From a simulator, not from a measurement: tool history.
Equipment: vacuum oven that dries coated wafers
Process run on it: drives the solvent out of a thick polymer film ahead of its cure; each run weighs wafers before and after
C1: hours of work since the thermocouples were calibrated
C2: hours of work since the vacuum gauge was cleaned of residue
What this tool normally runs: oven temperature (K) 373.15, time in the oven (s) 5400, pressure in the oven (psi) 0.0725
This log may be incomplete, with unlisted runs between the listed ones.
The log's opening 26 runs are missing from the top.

Run 27, hour 1751.1: usual settings but oven temperature (K) 368.15, time in the oven (s) 6360, pressure in the oven (psi) 0.1186; C1 579; C2 458. Result: solvent left in the film (%) 2.13.
Run 28, hour 1844.3: usual settings but oven temperature (K) 368.15, time in the oven (s) 6360, pressure in the oven (psi) 0.2325; C1 646; C2 525. Result: solvent left in the film (%) 3.02.
Run 29, hour 1909.1: usual settings but oven temperature (K) 368.15, time in the oven (s) 2880, pressure in the oven (psi) 0.0741; C1 692; C2 571. Result: solvent left in the film (%) 4.44.
Run 30, hour 1984.3: usual settings but oven temperature (K) 386.15, time in the oven (s) 9300, pressure in the oven (psi) 0.1540; C1 746; C2 625. Result: solvent left in the film (%) 0.63.
Run 31, hour 2047.7: usual settings but oven temperature (K) 359.15, time in the oven (s) 4740, pressure in the oven (psi) 0.2096; C1 792; C2 671. Result: solvent left in the film (%) 5.33.
Run 32, hour 2116.4: usual settings but time in the oven (s) 4800; C1 841; C2 720. Result: solvent left in the film (%) 2.02.
Run 33, hour 2158.4: usual settings but oven temperature (K) 371.15, time in the oven (s) 4560; C1 871; C2 750. Result: solvent left in the film (%) 2.46.
Run 34, hour 2242.7: usual settings but oven temperature (K) 385.15, time in the oven (s) 9000, pressure in the oven (psi) 0.2002; C1 932; C2 811. Result: solvent left in the film (%) 0.81.
Run 35, hour 2289.6: usual settings but oven temperature (K) 385.15, time in the oven (s) 8100, pressure in the oven (psi) 0.1711; C1 966; C2 844. Result: solvent left in the film (%) 0.78.
Run 36, hour 2347.4: usual settings but oven temperature (K) 376.15, time in the oven (s) 8460; C1 1007; C2 886. Result: solvent left in the film (%) 0.61.
Run 37, hour 2406.0: usual settings but oven temperature (K) 376.15, time in the oven (s) 8460; C1 1049; C2 928. Result: solvent left in the film (%) 0.65.
Run 38, hour 2464.6: usual settings but oven temperature (K) 382.15, time in the oven (s) 5880; C1 1091; C2 970. Result: solvent left in the film (%) 0.63.
Run 39, hour 2525.2: usual settings but oven temperature (K) 382.15, time in the oven (s) 5880; C1 1135; C2 1013. Result: solvent left in the film (%) 0.69.
Run 40, hour 2570.4: usual settings but oven temperature (K) 382.15, time in the oven (s) 5880; C1 1167; C2 1046. Result: solvent left in the film (%) 0.68.
Run 41, hour 2641.9: usual settings but oven temperature (K) 387.15, time in the oven (s) 6480, pressure in the oven (psi) 0.1054; C1 1218; C2 1097. Result: solvent left in the film (%) 0.41.
At hour 2682.2: oven's thermocouples calibrated.
Run 42, hour 2736.9: usual settings but oven temperature (K) 367.15, time in the oven (s) 3780, pressure in the oven (psi) 0.0579; C1 39; C2 1164. Result: solvent left in the film (%) 3.59.
Run 43, hour 2788.1: usual settings but oven temperature (K) 367.15, time in the oven (s) 3780, pressure in the oven (psi) 0.0579; C1 76; C2 1201. Result: solvent left in the film (%) 3.60.
Run 44, hour 2858.9: usual settings but oven temperature (K) 367.15, time in the oven (s) 3780, pressure in the oven (psi) 0.0579; C1 127; C2 1251. Result: solvent left in the film (%) 3.62.

Predict each of these 5 candidate next runs independently; none follows another, all start after run 44:
Run A, hour 2898.6: usual settings but time in the oven (s) 3000; C1 155; C2 1280. Result: solvent left in the film (%) ?.
Run B, hour 2898.6: usual settings but oven temperature (K) 380.15, time in the oven (s) 9300, pressure in the oven (psi) 0.0380; C1 155; C2 1280. Result: solvent left in the film (%) ?.
Run C, hour 2898.6: usual settings but time in the oven (s) 3900, pressure in the oven (psi) 0.0648; C1 155; C2 1280. Result: solvent left in the film (%) ?.
Run D, hour 2898.6: usual settings but time in the oven (s) 4680; C1 155; C2 1280. Result: solvent left in the film (%) ?.
Run E, hour 2898.6: usual settings but oven temperature (K) 386.15, time in the oven (s) 3780, pressure in the oven (psi) 0.0579; C1 155; C2 1280. Result: solvent left in the film (%) ?.

run  solvent left in the film (%)
  A                          3.44
  B                          0.25
  C                          2.55
  D                          2.06
  E                          0.96
Had the tool no hidden state, the same runs would have come out as:
run  solvent left in the film (%)
  A                          3.43
  B                          0.24
  C                          2.54
  D                          2.05
  E                          0.95
